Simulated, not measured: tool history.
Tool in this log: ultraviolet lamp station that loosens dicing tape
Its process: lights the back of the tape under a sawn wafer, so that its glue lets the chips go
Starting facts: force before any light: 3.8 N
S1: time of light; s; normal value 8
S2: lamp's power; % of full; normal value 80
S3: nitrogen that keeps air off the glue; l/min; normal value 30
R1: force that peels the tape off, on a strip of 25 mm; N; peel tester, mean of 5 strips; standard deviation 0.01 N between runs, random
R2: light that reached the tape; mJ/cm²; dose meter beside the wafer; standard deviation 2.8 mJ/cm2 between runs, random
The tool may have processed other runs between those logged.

| run | hour | S1 | S2 | S3 | R1 | R2 |
|---|---|---|---|---|---|---|
| 1 | 0.0 | 8 | 80 | 30 | 0.550 | 348 |
| 2 | 26.9 | 8 | 75 | 30 | 0.615 | 324 |
| 3 | 44.0 | 8 | 95 | 30 | 0.400 | 409 |
| 4 | 78.5 | 11 | 95 | 30 | 0.257 | 556 |
| 5 | 99.5 | 8 | 80 | 30 | 0.540 | 336 |
| 6 | 131.8 | 8 | 80 | 30 | 0.555 | 334 |
| 7 | 153.4 | 8 | 80 | 17 | 0.723 | 326 |
| 8 | 190.1 | 8 | 80 | 17 | 0.684 | 330 |
| 9 | 216.8 | 8 | 80 | 30 | 0.586 | 330 |
| 10 | 246.1 | 8 | 80 | 30 | 0.587 | 328 |
|  | 248.7 | window cleaned of glue's vapour |
| 11 | 280.1 | 8 | 80 | 30 | 0.597 | 306 |
| 12 | 307.3 | 8 | 80 | 30 | 0.655 | 307 |
| 13 | 340.6 | 8 | 80 | 30 | 0.636 | 305 |
|  | 351.0 | window cleaned of glue's vapour, once more |
| 14 | 372.7 | 8 | 91 | 30 | 0.459 | 391 |
| 15 | 398.1 | 8 | 91 | 30 | 0.437 | 385 |
| 16 | 434.8 | 8 | 91 | 30 | 0.456 | 384 |
| 17 | 459.4 | 8 | 91 | 30 | 0.476 | 377 |
| 18 | 481.5 | 7 | 68 | 30 | 0.891 | 249 |
| 19 | 519.3 | 8 | 73 | 42 | 0.609 | 295 |
| 20 | 536.9 | 8 | 73 | 42 | 0.602 | 299 |
| 21 | 555.0 | 5 | 61 | 21 | 1.549 | 155 |
| 22 | 571.5 | 5 | 88 | 37 | 0.967 | 222 |
| 23 | 608.6 | 7 | 83 | 43 | 0.620 | 293 |

Some steps in R1 between neighbouring runs. How much of each would the tool show without its hidden state too (settings, what came in, random variation), and how much is left for the hidden state, with any gauge scatter that isn't in both results?
Unlogged tool condition in this case: lamp's light, % of a new lamp's; light that the window lets through, % of a clean one's; drift of the gauge itself on peel_n, %; drift of the gauge itself on dose_mj_cm2, %.
Run 13 -> 14: S2 80 -> 91, window cleaned of glue's vapour, once more. R1 -0.177 N: hidden state -0.115, all else -0.062.
Run 20 -> 21: S1 8 -> 5, S2 73 -> 61, S3 42 -> 21. R1 +0.947 N: hidden state +0.081, all else +0.866.
Run 21 -> 22: S2 61 -> 88, S3 21 -> 37. R1 -0.582 N: hidden state -0.019, all else -0.563.
